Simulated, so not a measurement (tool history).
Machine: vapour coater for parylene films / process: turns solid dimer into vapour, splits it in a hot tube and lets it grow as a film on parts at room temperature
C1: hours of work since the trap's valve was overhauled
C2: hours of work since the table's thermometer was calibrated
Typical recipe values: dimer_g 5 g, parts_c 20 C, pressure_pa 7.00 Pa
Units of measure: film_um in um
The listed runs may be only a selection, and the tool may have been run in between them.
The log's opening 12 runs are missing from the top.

run 13 hour=139.3 | dimer_g=4 parts_c=20 pressure_pa=7.00 | C1=148 C2=93 | film_um=1.085
run 14 hour=147.2 | dimer_g=4 parts_c=20 pressure_pa=7.00 | C1=153 C2=98 | film_um=1.085
run 15 hour=161.3 | dimer_g=5 parts_c=20 pressure_pa=7.00 | C1=162 C2=107 | film_um=1.346
run 16 hour=168.4 | dimer_g=5 parts_c=20 pressure_pa=7.00 | C1=167 C2=111 | film_um=1.347
run 17 hour=175.3 | dimer_g=6 parts_c=20 pressure_pa=7.00 | C1=171 C2=116 | film_um=1.618
run 18 hour=186.6 | dimer_g=5 parts_c=23 pressure_pa=7.00 | C1=179 C2=123 | film_um=1.291
run 19 hour=194.4 | dimer_g=2 parts_c=16 pressure_pa=9.99 | C1=184 C2=128 | film_um=0.541
run 20 hour=201.7 | dimer_g=2 parts_c=16 pressure_pa=9.99 | C1=189 C2=133 | film_um=0.545
run 21 hour=211.5 | dimer_g=2 parts_c=16 pressure_pa=9.99 | C1=195 C2=139 | film_um=0.541
run 22 hour=218.8 | dimer_g=2 parts_c=16 pressure_pa=9.99 | C1=200 C2=144 | film_um=0.537
run 23 hour=232.0 | dimer_g=5 parts_c=14 pressure_pa=7.00 | C1=208 C2=153 | film_um=1.472
run 24 hour=246.5 | dimer_g=3 parts_c=20 pressure_pa=3.61 | C1=218 C2=162 | film_um=0.884
run 25 hour=255.3 | dimer_g=3 parts_c=20 pressure_pa=3.61 | C1=223 C2=168 | film_um=0.895
run 26 hour=268.3 | dimer_g=9 parts_c=16 pressure_pa=3.12 | C1=232 C2=176 | film_um=2.907
run 27 hour=276.0 | dimer_g=8 parts_c=26 pressure_pa=3.87 | C1=237 C2=181 | film_um=2.136
run 28 hour=283.5 | dimer_g=3 parts_c=26 pressure_pa=9.14 | C1=241 C2=186 | film_um=0.696
-- hour=287.4 gauge calibrated
run 29 hour=290.7 | dimer_g=3 parts_c=26 pressure_pa=9.14 | C1=246 C2=191 | film_um=0.708
run 30 hour=297.7 | dimer_g=3 parts_c=26 pressure_pa=9.14 | C1=251 C2=195 | film_um=0.711
run 31 hour=310.1 | dimer_g=5 parts_c=13 pressure_pa=7.84 | C1=259 C2=203 | film_um=1.508
run 32 hour=322.9 | dimer_g=8 parts_c=26 pressure_pa=7.17 | C1=267 C2=211 | film_um=1.968
run 33 hour=332.6 | dimer_g=3 parts_c=31 pressure_pa=2.53 | C1=273 C2=218 | film_um=0.810
run 34 hour=342.5 | dimer_g=3 parts_c=31 pressure_pa=2.53 | C1=280 C2=224 | film_um=0.803
run 35 hour=350.4 | dimer_g=3 parts_c=31 pressure_pa=10.70 | C1=285 C2=229 | film_um=0.638

Here are 5 independent what-if runs from the current tool condition. What would each one return?
run A hour=356.9 | dimer_g=5 parts_c=21 pressure_pa=5.77 | C1=289 C2=233 | film_um=?
run B hour=356.9 | dimer_g=3 parts_c=20 pressure_pa=7.00 | C1=289 C2=233 | film_um=?
run C hour=356.9 | dimer_g=5 parts_c=30 pressure_pa=7.00 | C1=289 C2=233 | film_um=?
run D hour=356.9 | dimer_g=5 parts_c=31 pressure_pa=4.92 | C1=289 C2=233 | film_um=?
run E hour=356.9 | dimer_g=4 parts_c=16 pressure_pa=5.70 | C1=289 C2=233 | film_um=?

run=A film_um=1.388
run=B film_um=0.813
run=C film_um=1.155
run=D film_um=1.203
run=E film_um=1.195
The same runs, with their run-to-run variation unchanged, on a tool lacking any hidden condition would have given:
run=A film_um=1.399
run=B film_um=0.820
run=C film_um=1.164
run=D film_um=1.213
run=E film_um=1.205
